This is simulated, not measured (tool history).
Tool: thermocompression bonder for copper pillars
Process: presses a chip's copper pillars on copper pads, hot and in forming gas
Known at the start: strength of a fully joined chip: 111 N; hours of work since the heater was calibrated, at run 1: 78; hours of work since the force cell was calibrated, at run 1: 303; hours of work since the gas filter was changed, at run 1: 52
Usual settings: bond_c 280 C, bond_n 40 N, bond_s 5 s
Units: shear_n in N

run	hour	bond_c	bond_n	bond_s	hours of work since the heater was calibrated	hours of work since the force cell was calibrated	hours of work since the gas filter was changed	shear_n
1	0.0	280	40	5	78	303	52	46.8
2	62.2	280	40	5	111	336	86	45.3
# hour 94.8: forming gas filter changed
3	113.5	281	40	5	139	364	10	49.5
4	140.3	281	40	5	153	378	25	48.3
5	186.7	280	40	9	178	403	50	57.3
6	242.2	280	40	9	208	433	79	53.7

Forecast run 7:
# hour 287.0: forming gas filter changed
7	298.0	280	40	9	238	463	6	?

Run 7 gave shear_n 60.0 N.
Without the tool's hidden state the same run would have given shear_n 61.4 N.
